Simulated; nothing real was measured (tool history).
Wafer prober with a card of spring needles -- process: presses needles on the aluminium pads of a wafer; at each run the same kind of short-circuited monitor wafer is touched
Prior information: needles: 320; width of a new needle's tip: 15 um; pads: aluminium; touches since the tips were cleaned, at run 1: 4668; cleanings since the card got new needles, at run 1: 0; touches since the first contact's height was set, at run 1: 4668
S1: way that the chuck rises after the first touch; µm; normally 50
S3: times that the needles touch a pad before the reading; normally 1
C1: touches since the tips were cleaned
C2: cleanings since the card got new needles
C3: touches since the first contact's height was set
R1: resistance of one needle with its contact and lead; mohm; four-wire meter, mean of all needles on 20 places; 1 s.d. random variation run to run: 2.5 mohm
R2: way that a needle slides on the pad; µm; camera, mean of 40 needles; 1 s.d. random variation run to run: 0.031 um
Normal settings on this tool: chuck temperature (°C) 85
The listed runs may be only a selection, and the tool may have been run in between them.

run 1 day=0.000 | S1=50 chuck_temperature_(°C)=85 S3=1 | C1=4668 C2=0 C3=4668 | R1=369 R2=13.44
-- day=0.246 tips cleaned on abrasive film
run 2 day=0.367 | S1=50 chuck_temperature_(°C)=85 S3=1 | C1=683 C2=1 C3=6726 | R1=308 R2=13.46
run 3 day=0.779 | S1=50 chuck_temperature_(°C)=85 S3=1 | C1=3027 C2=1 C3=9070 | R1=351 R2=13.51
run 4 day=1.158 | S1=50 chuck_temperature_(°C)=85 S3=1 | C1=5187 C2=1 C3=11230 | R1=377 R2=13.47
-- day=1.333 tips cleaned on abrasive film
run 5 day=1.617 | S1=64 chuck_temperature_(°C)=85 S3=1 | C1=1593 C2=2 C3=13809 | R1=312 R2=17.25
run 6 day=2.067 | S1=50 chuck_temperature_(°C)=85 S3=1 | C1=4162 C2=2 C3=16378 | R1=367 R2=13.48
run 7 day=2.358 | S1=50 chuck_temperature_(°C)=85 S3=1 | C1=5814 C2=2 C3=18030 | R1=388 R2=13.44
-- day=2.412 tips cleaned on abrasive film
run 8 day=2.717 | S1=50 chuck_temperature_(°C)=85 S3=1 | C1=1728 C2=3 C3=20046 | R1=333 R2=13.46
run 9 day=3.283 | S1=54 chuck_temperature_(°C)=85 S3=1 | C1=4964 C2=3 C3=23282 | R1=360 R2=14.49
-- day=3.500 tips cleaned on abrasive film
run 10 day=3.650 | S1=50 chuck_temperature_(°C)=85 S3=1 | C1=868 C2=4 C3=25344 | R1=312 R2=13.35
run 11 day=3.971 | S1=50 chuck_temperature_(°C)=85 S3=1 | C1=2685 C2=4 C3=27161 | R1=348 R2=13.41
run 12 day=4.512 | S1=50 chuck_temperature_(°C)=31 S3=1 | C1=5758 C2=4 C3=30234 | R1=367 R2=13.41
-- day=4.567 tips cleaned on abrasive film
run 13 day=4.800 | S1=50 chuck_temperature_(°C)=31 S3=1 | C1=1333 C2=5 C3=31867 | R1=313 R2=13.40
run 14 day=5.208 | S1=50 chuck_temperature_(°C)=85 S3=1 | C1=3642 C2=5 C3=34176 | R1=365 R2=13.38
run 15 day=5.521 | S1=50 chuck_temperature_(°C)=85 S3=1 | C1=5418 C2=5 C3=35952 | R1=380 R2=13.38
-- day=5.650 tips cleaned on abrasive film
run 16 day=5.946 | S1=37 chuck_temperature_(°C)=40 S3=2 | C1=1696 C2=6 C3=38356 | R1=333 R2=9.89
run 17 day=6.271 | S1=37 chuck_temperature_(°C)=40 S3=2 | C1=3542 C2=6 C3=40202 | R1=365 R2=9.88
run 18 day=6.579 | S1=37 chuck_temperature_(°C)=40 S3=2 | C1=5284 C2=6 C3=41944 | R1=380 R2=9.85
-- day=6.717 tips cleaned on abrasive film
run 19 day=6.892 | S1=37 chuck_temperature_(°C)=40 S3=2 | C1=1000 C2=7 C3=43709 | R1=318 R2=9.87
run 20 day=7.450 | S1=37 chuck_temperature_(°C)=82 S3=2 | C1=4171 C2=7 C3=46880 | R1=379 R2=9.89
-- day=7.808 tips cleaned on abrasive film
run 21 day=7.942 | S1=37 chuck_temperature_(°C)=108 S3=2 | C1=746 C2=8 C3=49647 | R1=328 R2=9.87
run 22 day=8.258 | S1=48 chuck_temperature_(°C)=123 S3=1 | C1=2563 C2=8 C3=51464 | R1=359 R2=12.79
run 23 day=8.688 | S1=50 chuck_temperature_(°C)=60 S3=1 | C1=5005 C2=8 C3=53906 | R1=378 R2=13.32
-- day=8.892 tips cleaned on abrasive film
run 24 day=9.062 | S1=34 chuck_temperature_(°C)=64 S3=1 | C1=984 C2=9 C3=56021 | R1=348 R2=8.99
run 25 day=9.588 | S1=50 chuck_temperature_(°C)=50 S3=2 | C1=3968 C2=9 C3=59005 | R1=322 R2=13.33
run 26 day=9.925 | S1=48 chuck_temperature_(°C)=25 S3=2 | C1=5884 C2=9 C3=60921 | R1=335 R2=12.78
-- day=9.983 tips cleaned on abrasive film
run 27 day=10.262 | S1=50 chuck_temperature_(°C)=26 S3=1 | C1=1600 C2=10 C3=62818 | R1=325 R2=13.32

Predict each of these 3 candidate next runs independently; none follows another, all start after run 27:
run A day=10.646 | S1=33 chuck_temperature_(°C)=54 S3=2 | C1=3768 C2=10 C3=64986 | R1=? R2=?
run B day=10.646 | S1=43 chuck_temperature_(°C)=60 S3=1 | C1=3768 C2=10 C3=64986 | R1=? R2=?
run C day=10.646 | S1=50 chuck_temperature_(°C)=85 S3=3 | C1=3768 C2=10 C3=64986 | R1=? R2=?

run=A R1=398 R2=8.75
run=B R1=391 R2=11.42
run=C R1=312 R2=13.31
With the hidden condition removed and each run's random variation left untouched, the same runs would have given:
run=A R1=280 R2=8.90
run=B R1=273 R2=11.57
run=C R1=280 R2=13.46

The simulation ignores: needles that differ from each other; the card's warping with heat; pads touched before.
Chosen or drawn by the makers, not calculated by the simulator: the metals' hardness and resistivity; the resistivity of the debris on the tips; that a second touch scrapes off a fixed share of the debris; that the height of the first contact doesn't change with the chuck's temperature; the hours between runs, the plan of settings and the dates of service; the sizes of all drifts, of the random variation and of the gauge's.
